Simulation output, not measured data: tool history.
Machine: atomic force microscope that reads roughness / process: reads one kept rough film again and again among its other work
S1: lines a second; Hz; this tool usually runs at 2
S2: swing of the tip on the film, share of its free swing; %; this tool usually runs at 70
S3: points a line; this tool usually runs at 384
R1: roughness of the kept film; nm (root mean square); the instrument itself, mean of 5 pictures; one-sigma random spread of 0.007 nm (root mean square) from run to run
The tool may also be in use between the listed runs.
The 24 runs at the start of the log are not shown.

At day 49.725: new tip fitted.
Run 25, day 50.962: usual settings but S1 1.12 Hz, S2 84 %, S3 363. Result: R1 1.371 nm (root mean square).
At day 52.817: new tip fitted.
Run 26, day 53.125: usual settings but S1 1.52 Hz, S2 80 %, S3 565. Result: R1 1.408 nm (root mean square).
Run 27, day 54.796: usual settings but S1 1.23 Hz, S2 80 %, S3 361. Result: R1 1.35 nm (root mean square).
At day 55.858: new tip fitted.
Run 28, day 56.671: usual settings but S1 0.79 Hz, S2 65 %. Result: R1 1.509 nm (root mean square).
At day 58.988: new tip fitted.
Run 29, day 59.55: usual settings but S1 0.79 Hz, S2 65 %. Result: R1 1.523 nm (root mean square).
At day 62.092: new tip fitted.
Run 30, day 62.15: usual settings but S1 1.39 Hz. Result: R1 1.496 nm (root mean square).
Run 31, day 64.808: usual settings but S1 2.56 Hz, S3 265. Result: R1 1.298 nm (root mean square).
At day 65.092: new tip fitted.
Run 32, day 66.408: usual settings but S1 1.51 Hz, S2 58 %. Result: R1 1.487 nm (root mean square).
At day 68.242: new tip fitted.
Run 33, day 68.492: usual settings but S1 1.51 Hz, S2 58 %, S3 655. Result: R1 1.533 nm (root mean square).

What will run 34 give?
Run 34, day 70.192: usual settings but S1 1.51 Hz, S2 58 %, S3 655. Result: R1 ?.

{"run 34": {"R1": 1.445}}
Minus the tool's unlogged condition, the same run would have read R1 1.502 nm (root mean square).
